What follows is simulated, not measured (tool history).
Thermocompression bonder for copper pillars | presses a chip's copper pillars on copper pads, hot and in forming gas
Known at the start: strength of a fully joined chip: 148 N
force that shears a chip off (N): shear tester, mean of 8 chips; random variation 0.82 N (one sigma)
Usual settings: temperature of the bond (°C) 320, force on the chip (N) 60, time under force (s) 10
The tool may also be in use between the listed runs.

| run | hour | temperature of the bond (°C) | force on the chip (N) | time under force (s) | force that shears a chip off (N) |
|---|---|---|---|---|---|
| 1 | 0 | 320 | 60 | 10 | 63.2 |
| 2 | 50 | 320 | 60 | 10 | 61.9 |
| 3 | 84.9 | 320 | 60 | 11 | 66.7 |
| 4 | 135.6 | 320 | 60 | 11 | 64.8 |
| 5 | 183.4 | 320 | 60 | 11 | 65.3 |
| 6 | 222.4 | 320 | 60 | 7 | 55.4 |
| 7 | 250.9 | 320 | 60 | 17 | 75 |
| 8 | 304.8 | 320 | 60 | 10 | 61.8 |
| 9 | 355.3 | 320 | 37 | 10 | 44.2 |
| 10 | 403.2 | 320 | 37 | 10 | 42.6 |
|  | 408.1 | heater calibrated with a thermocouple chip |
| 11 | 450.9 | 320 | 56 | 10 | 58.9 |
| 12 | 496.9 | 320 | 74 | 10 | 70.4 |
| 13 | 535.1 | 320 | 74 | 10 | 70.9 |
| 14 | 564.9 | 320 | 74 | 10 | 70.2 |
| 15 | 604.1 | 325 | 60 | 10 | 64.4 |
| 16 | 650.5 | 320 | 50 | 10 | 52.9 |
|  | 656.1 | heater calibrated with a thermocouple chip, once more |
| 17 | 701.1 | 320 | 50 | 10 | 52.1 |
| 18 | 732.8 | 320 | 50 | 10 | 53.3 |
|  | 738.6 | forming gas filter changed |
| 19 | 771.1 | 320 | 60 | 12 | 70.7 |
| 20 | 818.7 | 320 | 60 | 12 | 70.6 |
| 21 | 848.6 | 320 | 60 | 12 | 69.9 |
| 22 | 880.6 | 342 | 60 | 8 | 76 |
| 23 | 942.8 | 313 | 60 | 23 | 81.6 |
| 24 | 981.1 | 313 | 59 | 8 | 53.9 |
| 25 | 1038.7 | 313 | 74 | 9 | 67.7 |
| 26 | 1101.3 | 347 | 89 | 11 | 105.1 |
| 27 | 1154 | 347 | 89 | 11 | 102.5 |
| 28 | 1186.8 | 302 | 60 | 19 | 65.6 |
| 29 | 1232.9 | 302 | 60 | 19 | 67.5 |
|  | 1264.2 | force cell calibrated |
| 30 | 1276 | 350 | 57 | 13 | 90.3 |
| 31 | 1320.2 | 350 | 57 | 13 | 89.8 |
| 32 | 1379.7 | 350 | 57 | 13 | 90.1 |
| 33 | 1435.1 | 333 | 40 | 17 | 69.1 |
| 34 | 1465 | 320 | 47 | 6 | 45.2 |
| 35 | 1508 | 320 | 47 | 6 | 45.2 |
| 36 | 1535.5 | 320 | 47 | 6 | 44 |
| 37 | 1566.2 | 320 | 83 | 19 | 95.7 |

5 ways to go on from here, each from the tool as it stands after run 37. What would each give?
| A | 1608.2 | 320 | 54 | 19 | ? |
| B | 1608.2 | 320 | 47 | 10 | ? |
| C | 1608.2 | 320 | 83 | 15 | ? |
| D | 1608.2 | 320 | 43 | 6 | ? |
| E | 1608.2 | 320 | 81 | 29 | ? |

| run | force that shears a chip off (N) |
|---|---|
| A | 73.6 |
| B | 53.9 |
| C | 88.7 |
| D | 41.5 |
| E | 103.1 |
Without the tool's hidden state the same runs would have given:
| run | force that shears a chip off (N) |
|---|---|
| A | 77.6 |
| B | 56.6 |
| C | 94 |
| D | 43.4 |
| E | 109.8 |

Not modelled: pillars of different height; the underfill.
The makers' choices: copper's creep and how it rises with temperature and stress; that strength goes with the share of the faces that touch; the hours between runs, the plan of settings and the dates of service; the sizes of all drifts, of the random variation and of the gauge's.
